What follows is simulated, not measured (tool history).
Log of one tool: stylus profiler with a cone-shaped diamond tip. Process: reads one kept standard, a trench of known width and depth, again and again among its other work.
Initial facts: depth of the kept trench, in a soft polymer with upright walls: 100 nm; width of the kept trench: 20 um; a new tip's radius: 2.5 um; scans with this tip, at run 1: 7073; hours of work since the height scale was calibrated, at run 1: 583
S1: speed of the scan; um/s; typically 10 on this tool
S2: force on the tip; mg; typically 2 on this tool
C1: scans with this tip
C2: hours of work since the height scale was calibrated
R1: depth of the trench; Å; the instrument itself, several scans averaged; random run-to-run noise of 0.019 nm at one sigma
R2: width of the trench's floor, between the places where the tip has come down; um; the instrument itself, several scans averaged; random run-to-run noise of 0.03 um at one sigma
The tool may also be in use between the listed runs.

Run 1, day 0: usual settings; C1 7073; C2 583. Result: R1 1013 Å, R2 18.24 um.
Run 2, day 3.179: usual settings; C1 7610; C2 627. Result: R1 1012.9 Å, R2 18.18 um.
Run 3, day 6.021: usual settings; C1 8090; C2 667. Result: R1 1012.9 Å, R2 18.2 um.
Run 4, day 9.479: usual settings; C1 8674; C2 715. Result: R1 1013.2 Å, R2 18.15 um.
Run 5, day 11.95: usual settings; C1 9092; C2 750. Result: R1 1013.4 Å, R2 18.16 um.
Run 6, day 15.583: usual settings but S1 5 um/s, S2 4.06 mg; C1 9706; C2 800. Result: R1 1020.9 Å, R2 18.14 um.
Run 7, day 19.5: usual settings but S1 5 um/s, S2 4.06 mg; C1 10367; C2 855. Result: R1 1020.8 Å, R2 18.14 um.
Run 8, day 21.962: usual settings but S1 16 um/s, S2 0.99 mg; C1 10784; C2 889. Result: R1 1009.2 Å, R2 18.02 um.

Expected results for the next run?
Run 9, day 23.958: usual settings but S1 32 um/s, S2 0.83 mg; C1 11121; C2 917. Result: R1 ?, R2 ?.

R1: 1008.1 Å
R2: 17.89 um
If the tool had no hidden condition, the same run with the same run-to-run variation would have returned R1 1006.4 Å, R2 18.35 um.
